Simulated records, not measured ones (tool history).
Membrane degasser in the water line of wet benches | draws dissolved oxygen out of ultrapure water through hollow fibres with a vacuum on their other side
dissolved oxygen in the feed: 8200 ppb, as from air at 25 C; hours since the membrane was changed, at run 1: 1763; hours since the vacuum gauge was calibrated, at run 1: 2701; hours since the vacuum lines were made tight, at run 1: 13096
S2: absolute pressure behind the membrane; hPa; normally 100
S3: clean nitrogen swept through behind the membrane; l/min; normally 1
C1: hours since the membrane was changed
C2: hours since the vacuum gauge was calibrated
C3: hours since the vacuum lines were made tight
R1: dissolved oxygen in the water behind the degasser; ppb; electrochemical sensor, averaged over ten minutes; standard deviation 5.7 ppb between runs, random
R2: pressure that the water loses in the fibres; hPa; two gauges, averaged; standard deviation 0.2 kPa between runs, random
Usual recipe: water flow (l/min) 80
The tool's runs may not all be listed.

Run 1, hour 0: usual settings; C1 1763; C2 2701; C3 13096. Result: R1 1018.5 ppb, R2 437.5 hPa.
Run 2, hour 26: usual settings; C1 1789; C2 2727; C3 13122. Result: R1 1018 ppb, R2 436.2 hPa.
Run 3, hour 77.1: usual settings but S3 1.83 l/min; C1 1840; C2 2778; C3 13173. Result: R1 739.9 ppb, R2 440.1 hPa.
Run 4, hour 110.8: usual settings but S3 1.83 l/min; C1 1874; C2 2812; C3 13206. Result: R1 738.2 ppb, R2 438.2 hPa.
Run 5, hour 155.7: usual settings but water flow (l/min) 60, S3 1.83 l/min; C1 1919; C2 2856; C3 13251. Result: R1 531.6 ppb, R2 329.5 hPa.
Run 6, hour 185: usual settings but water flow (l/min) 86; C1 1948; C2 2886; C3 13281. Result: R1 1094.8 ppb, R2 475.7 hPa.
Run 7, hour 224.5: usual settings but S2 163 hPa; C1 1987; C2 2925; C3 13320. Result: R1 1669.6 ppb, R2 438.2 hPa.
Run 8, hour 259.3: usual settings but S2 163 hPa; C1 2022; C2 2960; C3 13355. Result: R1 1650.8 ppb, R2 438.9 hPa.
At hour 267.8: seals of the vacuum lines changed.
Run 9, hour 294.6: usual settings but water flow (l/min) 98, S2 112 hPa, S3 1.01 l/min; C1 2055; C2 2993; C3 27. Result: R1 1359.2 ppb, R2 531.4 hPa.
Run 10, hour 319: usual settings but water flow (l/min) 98, S2 112 hPa, S3 1.01 l/min; C1 2080; C2 3018; C3 51. Result: R1 1374.8 ppb, R2 541.3 hPa.
Run 11, hour 370.2: usual settings but water flow (l/min) 84, S2 62 hPa, S3 1.01 l/min; C1 2131; C2 3069; C3 102. Result: R1 619.2 ppb, R2 464.7 hPa.
Run 12, hour 410.1: usual settings but water flow (l/min) 85, S2 232 hPa, S3 0.53 l/min; C1 2171; C2 3109; C3 142. Result: R1 3209.3 ppb, R2 469.7 hPa.
Run 13, hour 435.6: usual settings but water flow (l/min) 126, S2 96 hPa, S3 0.53 l/min; C1 2196; C2 3134; C3 168. Result: R1 1824.6 ppb, R2 696.8 hPa.
Run 14, hour 472.3: usual settings but water flow (l/min) 126, S2 96 hPa, S3 0.53 l/min; C1 2233; C2 3171; C3 205. Result: R1 1849.1 ppb, R2 693.6 hPa.
Run 15, hour 498.3: usual settings but water flow (l/min) 60, S3 0.54 l/min; C1 2259; C2 3197; C3 231. Result: R1 1117.9 ppb, R2 329.5 hPa.
Run 16, hour 521.7: usual settings but water flow (l/min) 60, S3 0.54 l/min; C1 2283; C2 3221; C3 254. Result: R1 1111.4 ppb, R2 331.8 hPa.

4 ways to go on from here, each from the tool as it stands after run 16. What would each give?
Run A, hour 567.9: usual settings but water flow (l/min) 60, S2 121 hPa, S3 2.97 l/min; C1 2329; C2 3267; C3 300. Result: R1 ?, R2 ?.
Run B, hour 567.9: usual settings but water flow (l/min) 68, S3 0.81 l/min; C1 2329; C2 3267; C3 300. Result: R1 ?, R2 ?.
Run C, hour 567.9: usual settings but water flow (l/min) 69, S2 68 hPa, S3 0.54 l/min; C1 2329; C2 3267; C3 300. Result: R1 ?, R2 ?.
Run D, hour 567.9: usual settings but water flow (l/min) 83, S3 1.16 l/min; C1 2329; C2 3267; C3 300. Result: R1 ?, R2 ?.

run     R1     R2
  A  472.6  327.7
  B  985.5  374.3
  C  750.3  377.2
  D  977.2  456.1
With no hidden state in the tool, these same runs would have given:
run     R1     R2
  A  463.7  323.5
  B  968.1  369.5
  C  727.8  372.4
  D  958.2  450.3
